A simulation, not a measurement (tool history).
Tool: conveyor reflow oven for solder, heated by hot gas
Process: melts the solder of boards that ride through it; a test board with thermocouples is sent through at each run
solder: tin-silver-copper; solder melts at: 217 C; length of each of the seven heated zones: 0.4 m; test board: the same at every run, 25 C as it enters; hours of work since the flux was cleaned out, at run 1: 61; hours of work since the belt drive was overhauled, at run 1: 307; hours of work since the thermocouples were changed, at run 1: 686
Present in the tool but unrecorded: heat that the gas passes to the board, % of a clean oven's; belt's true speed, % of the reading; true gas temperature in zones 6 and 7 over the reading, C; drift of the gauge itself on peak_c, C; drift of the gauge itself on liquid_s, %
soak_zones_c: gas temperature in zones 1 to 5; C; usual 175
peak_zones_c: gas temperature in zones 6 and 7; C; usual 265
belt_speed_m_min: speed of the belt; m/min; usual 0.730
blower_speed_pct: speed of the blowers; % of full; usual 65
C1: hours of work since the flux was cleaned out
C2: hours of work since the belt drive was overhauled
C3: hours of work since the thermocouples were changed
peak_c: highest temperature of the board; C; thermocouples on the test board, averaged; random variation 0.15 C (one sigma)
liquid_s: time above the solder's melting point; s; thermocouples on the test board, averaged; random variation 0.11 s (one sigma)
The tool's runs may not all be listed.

Run 1, hour 0.0: usual settings; C1 61; C2 307; C3 686. Result: peak_c 247.5 C, liquid_s 46.4 s.
Run 2, hour 30.7: usual settings; C1 74; C2 321; C3 700. Result: peak_c 247.4 C, liquid_s 46.5 s.
Run 3, hour 53.6: usual settings but peak_zones_c 268 C; C1 84; C2 331; C3 710. Result: peak_c 249.9 C, liquid_s 48.0 s.
Run 4, hour 79.4: usual settings but peak_zones_c 268 C; C1 96; C2 342; C3 721. Result: peak_c 250.1 C, liquid_s 47.9 s.
Run 5, hour 101.0: usual settings but peak_zones_c 268 C; C1 105; C2 352; C3 731. Result: peak_c 250.1 C, liquid_s 47.9 s.
Run 6, hour 116.7: usual settings but peak_zones_c 268 C; C1 112; C2 358; C3 738. Result: peak_c 250.0 C, liquid_s 47.9 s.
Run 7, hour 142.1: usual settings; C1 123; C2 370; C3 749. Result: peak_c 247.2 C, liquid_s 46.0 s.
Run 8, hour 171.9: usual settings; C1 136; C2 383; C3 762. Result: peak_c 247.1 C, liquid_s 46.0 s.
Run 9, hour 206.0: usual settings but soak_zones_c 167 C, peak_zones_c 274 C, belt_speed_m_min 0.847 m/min; C1 151; C2 398; C3 777. Result: peak_c 247.7 C, liquid_s 36.6 s.
Run 10, hour 238.0: usual settings but soak_zones_c 172 C, blower_speed_pct 64 % of full; C1 165; C2 412; C3 791. Result: peak_c 246.3 C, liquid_s 44.2 s.
Run 11, hour 275.1: usual settings but peak_zones_c 257 C, belt_speed_m_min 0.659 m/min; C1 181; C2 428; C3 807. Result: peak_c 243.0 C, liquid_s 48.6 s.
Run 12, hour 292.7: usual settings but peak_zones_c 257 C, belt_speed_m_min 0.659 m/min; C1 189; C2 436; C3 815. Result: peak_c 242.9 C, liquid_s 48.4 s.
Run 13, hour 314.8: usual settings but peak_zones_c 254 C, belt_speed_m_min 0.731 m/min; C1 199; C2 445; C3 824. Result: peak_c 237.7 C, liquid_s 38.1 s.
Run 14, hour 350.7: usual settings but peak_zones_c 276 C, belt_speed_m_min 0.802 m/min, blower_speed_pct 83 % of full; C1 214; C2 461; C3 840. Result: peak_c 256.4 C, liquid_s 47.1 s.

What if the next run were any one of these 3? Each begins from the tool's condition after run 14:
At hour 383.3: thermocouples of zones 6 and 7 changed.
Run A, hour 385.4: usual settings but peak_zones_c 276 C, belt_speed_m_min 0.755 m/min, blower_speed_pct 83 % of full; C1 229; C2 475; C3 1. Result: peak_c ?, liquid_s ?.
At hour 383.3: thermocouples of zones 6 and 7 changed.
Run B, hour 385.4: usual settings but peak_zones_c 276 C, belt_speed_m_min 0.706 m/min, blower_speed_pct 67 % of full; C1 229; C2 475; C3 1. Result: peak_c ?, liquid_s ?.
At hour 383.3: thermocouples of zones 6 and 7 changed.
Run C, hour 385.4: usual settings but soak_zones_c 172 C, belt_speed_m_min 0.659 m/min, blower_speed_pct 60 % of full; C1 229; C2 475; C3 1. Result: peak_c ?, liquid_s ?.

run  peak_c  liquid_s
  A   259.8      52.0
  B   259.1      54.9
  C   249.5      52.4
With no hidden state in the tool, these same runs would have given:
run  peak_c  liquid_s
  A   260.6      52.2
  B   259.9      55.1
  C   250.1      52.7
